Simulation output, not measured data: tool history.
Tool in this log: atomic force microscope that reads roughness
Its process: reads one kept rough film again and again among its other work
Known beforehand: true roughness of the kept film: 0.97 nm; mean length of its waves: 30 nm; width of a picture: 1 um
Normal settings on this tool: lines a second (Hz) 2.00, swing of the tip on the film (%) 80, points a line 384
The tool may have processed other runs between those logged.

| run | day | lines a second (Hz) | swing of the tip on the film (%) | points a line | roughness of the kept film (nm (root mean square)) |
|---|---|---|---|---|---|
| 1 | 0.000 | 2.00 | 80 | 384 | 0.837 |
| 2 | 0.871 | 2.00 | 80 | 384 | 0.833 |
|  | 1.325 | new tip fitted |
| 3 | 2.412 | 2.00 | 80 | 384 | 0.840 |
| 4 | 4.329 | 2.00 | 80 | 384 | 0.841 |
| 5 | 6.100 | 2.00 | 80 | 576 | 0.846 |
| 6 | 7.033 | 2.00 | 80 | 576 | 0.836 |
| 7 | 7.958 | 2.00 | 80 | 576 | 0.848 |
|  | 8.221 | new tip fitted |
| 8 | 9.192 | 2.00 | 80 | 576 | 0.846 |
| 9 | 10.338 | 1.00 | 80 | 384 | 0.875 |
| 10 | 11.167 | 1.00 | 80 | 384 | 0.884 |
| 11 | 12.900 | 3.59 | 80 | 384 | 0.785 |
| 12 | 13.838 | 3.59 | 80 | 384 | 0.773 |
|  | 15.154 | new tip fitted |
| 13 | 15.354 | 2.00 | 80 | 384 | 0.843 |
| 14 | 16.358 | 2.25 | 80 | 384 | 0.833 |
| 15 | 18.158 | 2.25 | 80 | 384 | 0.833 |
| 16 | 19.279 | 2.25 | 80 | 384 | 0.826 |
| 17 | 20.212 | 2.25 | 80 | 384 | 0.827 |
| 18 | 21.812 | 2.00 | 80 | 384 | 0.842 |
|  | 22.129 | new tip fitted |
| 19 | 23.504 | 2.00 | 80 | 385 | 0.834 |
| 20 | 24.308 | 2.00 | 80 | 384 | 0.842 |
| 21 | 26.046 | 2.00 | 80 | 384 | 0.835 |
| 22 | 27.396 | 2.00 | 80 | 384 | 0.829 |
| 23 | 28.200 | 2.00 | 78 | 384 | 0.850 |
|  | 29.117 | new tip fitted |
| 24 | 29.533 | 1.09 | 78 | 460 | 0.893 |
| 25 | 30.629 | 2.07 | 71 | 545 | 0.884 |
| 26 | 32.221 | 2.07 | 71 | 325 | 0.863 |
| 27 | 34.075 | 2.10 | 80 | 736 | 0.831 |
|  | 36.050 | new tip fitted |
| 28 | 36.050 | 2.00 | 77 | 384 | 0.853 |
| 29 | 37.917 | 1.36 | 71 | 275 | 0.888 |
| 30 | 39.742 | 1.36 | 71 | 275 | 0.896 |
| 31 | 41.033 | 2.00 | 69 | 384 | 0.883 |
| 32 | 42.438 | 0.55 | 75 | 549 | 0.908 |
|  | 42.950 | new tip fitted |
| 33 | 43.508 | 0.64 | 69 | 349 | 0.924 |
| 34 | 44.346 | 1.53 | 80 | 814 | 0.869 |
| 35 | 45.979 | 1.65 | 80 | 371 | 0.853 |
| 36 | 47.108 | 2.90 | 80 | 371 | 0.804 |
| 37 | 48.292 | 2.90 | 80 | 371 | 0.801 |
| 38 | 49.367 | 2.90 | 80 | 371 | 0.807 |
|  | 49.838 | new tip fitted |
| 39 | 51.329 | 2.90 | 69 | 371 | 0.853 |
| 40 | 52.162 | 1.78 | 59 | 702 | 0.905 |
| 41 | 53.583 | 0.53 | 58 | 384 | 0.919 |
| 42 | 54.862 | 2.00 | 59 | 333 | 0.905 |
| 43 | 56.608 | 1.58 | 80 | 384 | 0.856 |
|  | 56.804 | new tip fitted |
| 44 | 57.983 | 0.75 | 78 | 279 | 0.897 |
| 45 | 59.804 | 0.75 | 78 | 279 | 0.899 |

Branching from run 45: 5 alternative next runs. What would each branch give?
| A | 60.621 | 2.00 | 71 | 384 | ? |
| B | 60.621 | 1.57 | 61 | 279 | ? |
| C | 60.621 | 0.75 | 78 | 843 | ? |
| D | 60.621 | 1.30 | 78 | 279 | ? |
| E | 60.621 | 2.00 | 90 | 384 | ? |

| run | roughness of the kept film (nm (root mean square)) |
|---|---|
| A | 0.869 |
| B | 0.898 |
| C | 0.909 |
| D | 0.879 |
| E | 0.794 |
Stripped of hidden state, with their random variation kept, the same runs would have yielded:
| run | roughness of the kept film (nm (root mean square)) |
|---|---|
| A | 0.870 |
| B | 0.899 |
| C | 0.910 |
| D | 0.880 |
| E | 0.795 |
